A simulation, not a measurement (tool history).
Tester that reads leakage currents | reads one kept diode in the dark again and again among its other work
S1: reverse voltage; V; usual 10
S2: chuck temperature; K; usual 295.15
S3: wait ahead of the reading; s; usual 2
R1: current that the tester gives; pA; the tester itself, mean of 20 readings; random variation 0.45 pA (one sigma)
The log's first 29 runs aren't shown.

Run 30, day 26.567: usual settings but S1 6.4 V, S2 293.15 K, S3 5.87 s. Result: R1 99.25 pA.
Run 31, day 27.854: usual settings but S1 6.4 V, S2 306.15 K, S3 5.87 s. Result: R1 342.23 pA.
Run 32, day 28.758: usual settings but S1 1.1 V. Result: R1 56.29 pA.
Run 33, day 29.779: usual settings but S1 19.8 V. Result: R1 198.86 pA.
Run 34, day 31.1: usual settings but S1 19.8 V. Result: R1 198.03 pA.
Run 35, day 31.862: usual settings but S1 1.5 V, S2 322.15 K, S3 0.94 s. Result: R1 734.29 pA.
Run 36, day 32.45: usual settings but S1 1.5 V, S2 322.15 K, S3 0.94 s. Result: R1 737.56 pA.
Run 37, day 33.321: usual settings but S2 302.15 K, S3 2.33 s. Result: R1 288.19 pA.
Run 38, day 34.621: usual settings but S1 8.2 V, S2 329.15 K, S3 2.45 s. Result: R1 2698.5 pA.
Run 39, day 35.379: usual settings but S1 11.8 V, S2 294.15 K, S3 2.02 s. Result: R1 143.74 pA.

Forecast each of these 5 alternatives for the next run:
Run A, day 36.354: usual settings but S2 302.15 K, S3 0.93 s. Result: R1 ?.
Run B, day 36.354: usual settings but S2 320.15 K. Result: R1 ?.
Run C, day 36.354: usual settings but S1 11.8 V, S2 330.15 K, S3 2.94 s. Result: R1 ?.
Run D, day 36.354: usual settings but S1 1.5 V, S2 320.15 K, S3 1.53 s. Result: R1 ?.
Run E, day 36.354: usual settings but S1 1.5 V, S2 305.15 K, S3 0.42 s. Result: R1 ?.

run       R1
  A   288.85
  B  1409.96
  C  3407.43
  D   627.71
  E   168.52
Without the tool's hidden state the same runs would have given:
run       R1
  A    288.4
  B  1408.39
  C     3404
  D   627.05
  E   168.31

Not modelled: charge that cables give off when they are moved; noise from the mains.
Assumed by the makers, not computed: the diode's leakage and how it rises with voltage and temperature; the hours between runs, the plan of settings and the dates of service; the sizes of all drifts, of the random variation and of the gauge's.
